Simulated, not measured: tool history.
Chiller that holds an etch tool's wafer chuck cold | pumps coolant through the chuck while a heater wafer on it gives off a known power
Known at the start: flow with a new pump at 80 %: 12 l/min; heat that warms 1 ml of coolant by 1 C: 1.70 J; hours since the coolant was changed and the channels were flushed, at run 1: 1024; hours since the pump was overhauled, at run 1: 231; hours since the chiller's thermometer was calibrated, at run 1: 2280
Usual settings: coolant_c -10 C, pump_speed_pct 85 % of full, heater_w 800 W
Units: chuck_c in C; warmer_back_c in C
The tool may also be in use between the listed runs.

| run | hour | coolant_c | pump_speed_pct | heater_w | hours since the coolant was changed and the channels were flushed | hours since the pump was overhauled | hours since the chiller's thermometer was calibrated | chuck_c | warmer_back_c |
|---|---|---|---|---|---|---|---|---|---|
| 1 | 0 | -10 | 85 | 800 | 1024 | 231 | 2280 | -2.8 | 2.22 |
| 2 | 165 | -10 | 85 | 800 | 1189 | 396 | 2445 | -2.8 | 2.25 |
| 3 | 292.6 | -10 | 85 | 800 | 1316 | 523 | 2573 | -2.6 | 2.26 |
| 4 | 420.1 | -10 | 85 | 800 | 1444 | 651 | 2700 | -2.7 | 2.25 |
| 5 | 540.2 | -10 | 85 | 800 | 1564 | 771 | 2820 | -2.6 | 2.24 |
| 6 | 638.9 | -10 | 85 | 800 | 1663 | 870 | 2919 | -2.8 | 2.26 |
| 7 | 760.7 | -10 | 85 | 800 | 1785 | 991 | 3041 | -2.6 | 2.23 |
| 8 | 855.1 | -2 | 85 | 800 | 1879 | 1086 | 3135 | 5.6 | 2.24 |
| 9 | 969.5 | -2 | 85 | 800 | 1993 | 1200 | 3250 | 5.6 | 2.25 |
| 10 | 1147.2 | -2 | 85 | 800 | 2171 | 1378 | 3427 | 5.6 | 2.28 |
| 11 | 1241 | -10 | 85 | 800 | 2265 | 1472 | 3521 | -2.5 | 2.28 |
|  | 1256.6 | chiller's thermometer calibrated |
| 12 | 1400.7 | -10 | 85 | 520 | 2424 | 1630 | 144 | -5.3 | 1.46 |
| 13 | 1561.1 | -10 | 85 | 520 | 2584 | 1791 | 304 | -5.2 | 1.48 |
| 14 | 1658.1 | -10 | 85 | 520 | 2681 | 1888 | 401 | -5.1 | 1.46 |
| 15 | 1779.9 | -10 | 85 | 520 | 2803 | 2010 | 523 | -5.1 | 1.48 |
| 16 | 1856.8 | -4 | 85 | 520 | 2880 | 2087 | 600 | 1 | 1.46 |
| 17 | 2033.6 | -13 | 87 | 492 | 3056 | 2263 | 777 | -8.4 | 1.35 |
| 18 | 2124.4 | -19 | 75 | 800 | 3147 | 2354 | 868 | -10.5 | 2.57 |
| 19 | 2253.6 | -19 | 71 | 800 | 3276 | 2483 | 997 | -10.1 | 2.72 |
| 20 | 2420.7 | -19 | 98 | 800 | 3444 | 2650 | 1164 | -12.1 | 1.98 |
| 21 | 2498 | -13 | 74 | 627 | 3521 | 2728 | 1241 | -6.2 | 2.05 |
| 22 | 2585 | -13 | 74 | 627 | 3608 | 2815 | 1328 | -6.1 | 2.04 |
| 23 | 2755 | -13 | 74 | 627 | 3778 | 2985 | 1498 | -6 | 2.07 |
| 24 | 2901.4 | -10 | 92 | 800 | 3924 | 3131 | 1645 | -2.6 | 2.11 |
| 25 | 3038.8 | -7 | 81 | 583 | 4062 | 3269 | 1782 | -1 | 1.75 |
| 26 | 3142.2 | -1 | 76 | 920 | 4165 | 3372 | 1886 | 9 | 2.94 |
| 27 | 3296.1 | -13 | 66 | 993 | 4319 | 3526 | 2040 | -0.9 | 3.65 |
| 28 | 3439.1 | -10 | 66 | 626 | 4462 | 3669 | 2183 | -2.2 | 2.3 |
| 29 | 3548 | -7 | 98 | 632 | 4571 | 3778 | 2291 | -1.3 | 1.6 |

Forecast run 30:
| 30 | 3677.9 | -10 | 84 | 953 | 4701 | 3908 | 2421 | ? | ? |

chuck_c: -0.1 C
warmer_back_c: 2.79 C
Without the tool's hidden state the same run would have given chuck_c -1.6 C, warmer_back_c 2.68 C.

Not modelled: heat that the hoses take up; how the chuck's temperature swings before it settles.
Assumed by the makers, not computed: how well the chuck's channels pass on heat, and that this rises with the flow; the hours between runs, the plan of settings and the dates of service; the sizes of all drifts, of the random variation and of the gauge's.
